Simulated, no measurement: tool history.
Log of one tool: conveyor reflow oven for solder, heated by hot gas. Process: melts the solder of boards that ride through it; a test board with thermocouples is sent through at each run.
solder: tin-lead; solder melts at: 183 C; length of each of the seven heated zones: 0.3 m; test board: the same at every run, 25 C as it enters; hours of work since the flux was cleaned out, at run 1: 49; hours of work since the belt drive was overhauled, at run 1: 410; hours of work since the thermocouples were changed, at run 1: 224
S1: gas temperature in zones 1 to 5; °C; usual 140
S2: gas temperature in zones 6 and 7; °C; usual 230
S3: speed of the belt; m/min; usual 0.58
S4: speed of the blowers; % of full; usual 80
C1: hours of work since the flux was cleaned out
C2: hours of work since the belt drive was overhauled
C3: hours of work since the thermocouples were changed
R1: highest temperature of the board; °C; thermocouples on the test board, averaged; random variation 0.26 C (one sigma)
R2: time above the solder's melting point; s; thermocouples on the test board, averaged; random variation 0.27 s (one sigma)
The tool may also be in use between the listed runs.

run	hour	S1	S2	S3	S4	C1	C2	C3	R1	R2
1	0	140	230	0.58	80	49	410	224	211	42.3
2	8.2	140	230	0.58	80	55	416	230	210.8	42.1
3	15.5	140	230	0.58	80	60	421	235	210.9	41.8
4	19.8	140	230	0.58	80	63	424	238	210.4	42.4
5	29.9	140	222	0.58	80	70	431	245	204	36.4
6	37.8	140	222	0.58	80	76	437	251	203.9	35.8
7	47.3	140	222	0.58	80	83	443	257	204.3	36.5
8	56.6	140	222	0.58	80	89	450	264	203.9	36.2
9	65.8	140	222	0.58	80	96	456	270	204.3	36.3
10	72.2	140	230	0.559	80	100	461	275	211.7	44.2
11	77.2	140	230	0.559	80	104	465	279	212.1	44.5
12	82.2	140	230	0.559	80	107	468	282	211.4	44.9
13	87.4	140	230	0.58	80	111	472	286	210.2	41.6
14	93.5	140	236	0.58	80	115	476	290	215	45
15	103	140	236	0.58	80	122	483	297	215.5	45.4
16	113.2	138	220	0.58	81	129	490	304	202	33.5
17	123	149	229	0.672	81	136	497	311	205.9	35.3
18	127.8	153	230	0.632	84	140	500	314	210.8	42.2
19	133.9	140	233	0.505	80	144	505	319	217.1	54
20	142.2	140	234	0.523	64	150	511	325	213.4	48.2
21	150.7	140	234	0.554	64	156	517	331	210.7	43.6
22	160.7	152	230	0.568	80	163	524	338	213.2	48.5
23	171.3	132	222	0.58	80	170	531	345	201.6	30.8
24	181.7	132	222	0.58	80	178	538	352	200.6	30.9
25	187.9	130	230	0.535	51	182	543	357	202.4	32.4
26	194.2	139	230	0.58	52	187	547	361	201.7	31.5
27	200.7	139	230	0.58	52	191	552	366	201.5	31.8
28	206.8	140	225	0.633	80	195	556	370	202.6	31.1
29	213.9	140	226	0.521	53	200	561	375	203.4	38
30	222.5	144	230	0.58	65	207	567	381	207.2	39.1

5 ways to go on from here, each from the tool as it stands after run 30. What would each give?
A	232.7	144	230	0.512	85	214	575	389	?	?
B	232.7	140	222	0.58	90	214	575	389	?	?
C	232.7	140	230	0.58	61	214	575	389	?	?
D	232.7	144	230	0.505	59	214	575	389	?	?
E	232.7	150	230	0.58	76	214	575	389	?	?

run	R1	R2
A	215	53.2
B	204.9	36.9
C	204.6	35.2
D	210.5	48.8
E	210.9	45.4
Without the tool's hidden state the same runs would have given:
run	R1	R2
A	216.6	54.4
B	206.7	39
C	206.4	37.1
D	211.9	50.2
E	212.6	46.8

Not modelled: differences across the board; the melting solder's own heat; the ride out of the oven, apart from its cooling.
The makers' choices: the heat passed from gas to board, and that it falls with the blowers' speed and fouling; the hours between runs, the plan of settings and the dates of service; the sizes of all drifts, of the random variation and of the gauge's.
